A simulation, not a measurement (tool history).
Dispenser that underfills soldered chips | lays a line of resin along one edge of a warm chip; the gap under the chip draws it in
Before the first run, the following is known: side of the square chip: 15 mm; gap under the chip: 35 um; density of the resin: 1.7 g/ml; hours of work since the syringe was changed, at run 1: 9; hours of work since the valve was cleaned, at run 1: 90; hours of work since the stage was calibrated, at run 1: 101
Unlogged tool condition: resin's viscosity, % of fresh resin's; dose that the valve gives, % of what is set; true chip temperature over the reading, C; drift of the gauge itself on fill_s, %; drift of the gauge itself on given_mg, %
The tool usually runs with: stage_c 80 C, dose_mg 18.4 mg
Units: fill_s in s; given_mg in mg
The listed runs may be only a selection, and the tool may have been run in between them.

run,hour,stage_c,dose_mg,hours of work since the syringe was changed,hours of work since the valve was cleaned,hours of work since the stage was calibrated,fill_s,given_mg
1,0,80,18.4,9,90,101,592.5,17.08
# hour 3.4: new syringe of resin
2,6.3,80,18.4,2,95,105,483,16.99
3,10,80,18.4,5,98,108,514.4,16.89
4,16.6,80,18.4,10,103,113,615.5,16.94
# hour 18.8: new syringe of resin
5,24,80,18.4,4,108,119,506.8,16.83
6,27,80,18.4,6,111,121,560.8,16.65
7,31.9,80,18.4,10,115,125,618.4,16.85
# hour 34.3: new syringe of resin
8,39.2,80,18.4,4,120,130,505.2,16.45
9,45.9,80,19.5,9,125,136,586.3,17.6
# hour 49.9: new syringe of resin
10,51.3,81,17,1,129,139,480.5,15.22
11,57.2,81,17,6,134,144,546.1,14.98

What will run 12 give?
# hour 59.7: dispensing valve cleaned and set on the balance
12,63.9,81,17,10,3,148,?,?

fill_s: 592.6 s
given_mg: 16.98 mg
Had the tool carried no hidden state, the very same run would have given fill_s 410.3 s, given_mg 17.01 mg.

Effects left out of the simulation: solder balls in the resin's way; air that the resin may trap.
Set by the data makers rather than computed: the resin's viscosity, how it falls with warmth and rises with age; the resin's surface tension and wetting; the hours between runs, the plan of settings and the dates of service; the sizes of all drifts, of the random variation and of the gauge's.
